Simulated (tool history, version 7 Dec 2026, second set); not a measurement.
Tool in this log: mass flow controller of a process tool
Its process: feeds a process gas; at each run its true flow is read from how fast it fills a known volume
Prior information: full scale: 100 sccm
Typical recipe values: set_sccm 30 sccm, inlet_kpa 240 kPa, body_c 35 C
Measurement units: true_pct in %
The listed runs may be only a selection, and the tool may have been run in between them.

| run | hour | set_sccm | inlet_kpa | body_c | true_pct |
|---|---|---|---|---|---|
| 1 | 0.0 | 30 | 240 | 35 | 97.98 |
| 2 | 76.8 | 30 | 240 | 35 | 98.05 |
| 3 | 201.0 | 30 | 240 | 35 | 97.88 |
| 4 | 279.6 | 30 | 240 | 35 | 97.89 |
| 5 | 332.8 | 30 | 240 | 27 | 98.63 |
| 6 | 456.9 | 30 | 240 | 27 | 98.63 |
| 7 | 572.7 | 30 | 240 | 27 | 98.75 |
| 8 | 640.3 | 30 | 240 | 27 | 98.60 |
| 9 | 745.8 | 30 | 240 | 27 | 98.75 |
| 10 | 805.1 | 30 | 240 | 35 | 97.89 |
| 11 | 919.1 | 30 | 240 | 35 | 98.07 |
| 12 | 1003.2 | 30 | 240 | 35 | 98.04 |
| 13 | 1091.1 | 30 | 240 | 35 | 97.94 |
| 14 | 1158.3 | 30 | 211 | 35 | 97.83 |
| 15 | 1212.7 | 30 | 168 | 35 | 97.60 |
| 16 | 1307.0 | 30 | 168 | 35 | 97.58 |
| 17 | 1382.7 | 30 | 168 | 23 | 98.70 |
| 18 | 1438.6 | 30 | 168 | 23 | 98.55 |
| 19 | 1534.8 | 30 | 168 | 23 | 98.64 |
| 20 | 1598.1 | 30 | 168 | 23 | 98.80 |
| 21 | 1718.0 | 30 | 168 | 23 | 98.80 |
| 22 | 1819.2 | 30 | 168 | 23 | 98.81 |
| 23 | 1916.6 | 30 | 168 | 23 | 98.69 |
| 24 | 1972.2 | 30 | 168 | 23 | 98.61 |
| 25 | 2025.0 | 36 | 240 | 30 | 98.27 |
| 26 | 2075.5 | 36 | 240 | 30 | 98.27 |
| 27 | 2148.9 | 50 | 240 | 23 | 98.78 |
| 28 | 2207.9 | 15 | 240 | 31 | 99.77 |
| 29 | 2302.9 | 30 | 248 | 32 | 98.34 |
| 30 | 2393.1 | 71 | 172 | 36 | 97.37 |
| 31 | 2462.7 | 71 | 172 | 36 | 97.38 |
| 32 | 2547.5 | 71 | 172 | 36 | 97.49 |
| 33 | 2601.4 | 60 | 153 | 36 | 97.22 |
| 34 | 2710.9 | 60 | 153 | 36 | 97.25 |
| 35 | 2813.5 | 43 | 144 | 32 | 97.54 |

For run 36, what comes out?
| 36 | 2871.0 | 16 | 141 | 25 | ? |

{"run 36": {"true_pct": 99.73}}
On a tool with no hidden condition, and with the same random variation, this run would have come out at true_pct 97.70 %.
